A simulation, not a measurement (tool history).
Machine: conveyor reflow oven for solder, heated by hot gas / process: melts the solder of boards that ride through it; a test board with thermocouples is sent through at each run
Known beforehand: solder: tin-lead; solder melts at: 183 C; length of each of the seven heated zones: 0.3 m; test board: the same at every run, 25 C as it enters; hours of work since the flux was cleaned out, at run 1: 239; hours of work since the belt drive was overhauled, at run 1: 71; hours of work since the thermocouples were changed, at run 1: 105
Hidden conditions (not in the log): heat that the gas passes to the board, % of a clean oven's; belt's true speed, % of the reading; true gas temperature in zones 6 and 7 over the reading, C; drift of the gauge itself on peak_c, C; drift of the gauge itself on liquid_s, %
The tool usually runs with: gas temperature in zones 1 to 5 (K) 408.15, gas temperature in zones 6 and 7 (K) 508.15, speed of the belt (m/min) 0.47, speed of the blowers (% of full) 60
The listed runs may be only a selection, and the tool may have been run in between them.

run  hour  gas temperature in zones 1 to 5 (K)  gas temperature in zones 6 and 7 (K)  speed of the belt (m/min)  speed of the blowers (% of full)  hours of work since the flux was cleaned out  hours of work since the belt drive was overhauled  hours of work since the thermocouples were changed  highest temperature of the board (K)  time above the solder's melting point (s)
  1     0                               408.15                                508.15                       0.47                                60                                           239                                                 71                                                 105                                483.15                                       48.1
  2   9.3                               408.15                                508.15                       0.47                                60                                           245                                                 78                                                 111                                482.95                                       48.2
  3  17.5                               408.15                                508.15                       0.47                                60                                           251                                                 83                                                 117                                483.15                                       48.1
  4    28                               408.15                                508.15                       0.47                                60                                           258                                                 91                                                 124                                483.25                                       48.1
  5    38                               408.15                                508.15                       0.47                                60                                           265                                                 98                                                 131                                483.25                                         48
  6  42.9                               408.15                                508.15                       0.47                                60                                           269                                                101                                                 134                                482.95                                       48.1
  7  48.5                               408.15                                512.15                      0.411                                77                                           273                                                105                                                 138                                496.15                                       69.5
  8  57.5                               421.15                                512.15                      0.434                                77                                           279                                                111                                                 145                                496.65                                       70.5
  9  65.9                               421.15                                508.15                      0.409                                52                                           285                                                117                                                 150                                488.55                                       67.5
 10  74.7                               421.15                                508.15                      0.409                                52                                           291                                                123                                                 156                                488.65                                       67.5
 11  80.5                               421.15                                508.15                      0.409                                52                                           295                                                127                                                 160                                488.75                                       67.6

Consider 5 possible next runs. They are alternatives, not a sequence: every one starts from the tool as it was left by run 11. What does each give?
  A    85                               421.15                                508.15                      0.531                                69                                           298                                                130                                                 164                                     ?                                          ?
  B    85                               407.15                                521.15                      0.409                                64                                           298                                                130                                                 164                                     ?                                          ?
  C    85                               415.15                                510.15                      0.386                                60                                           298                                                130                                                 164                                     ?                                          ?
  D    85                               421.15                                519.15                      0.446                                57                                           298                                                130                                                 164                                     ?                                          ?
  E    85                               403.15                                512.15                      0.409                                52                                           298                                                130                                                 164                                     ?                                          ?

run  highest temperature of the board (K)  time above the solder's melting point (s)
  A                                484.65                                       47.9
  B                                500.35                                       71.7
  C                                493.25                                       73.9
  D                                496.45                                       67.8
  E                                488.35                                       59.1
With no hidden state in the tool, these same runs would have given:
run  highest temperature of the board (K)  time above the solder's melting point (s)
  A                                484.75                                       47.9
  B                                500.45                                       71.8
  C                                493.35                                         74
  D                                496.45                                       67.9
  E                                488.35                                       59.2
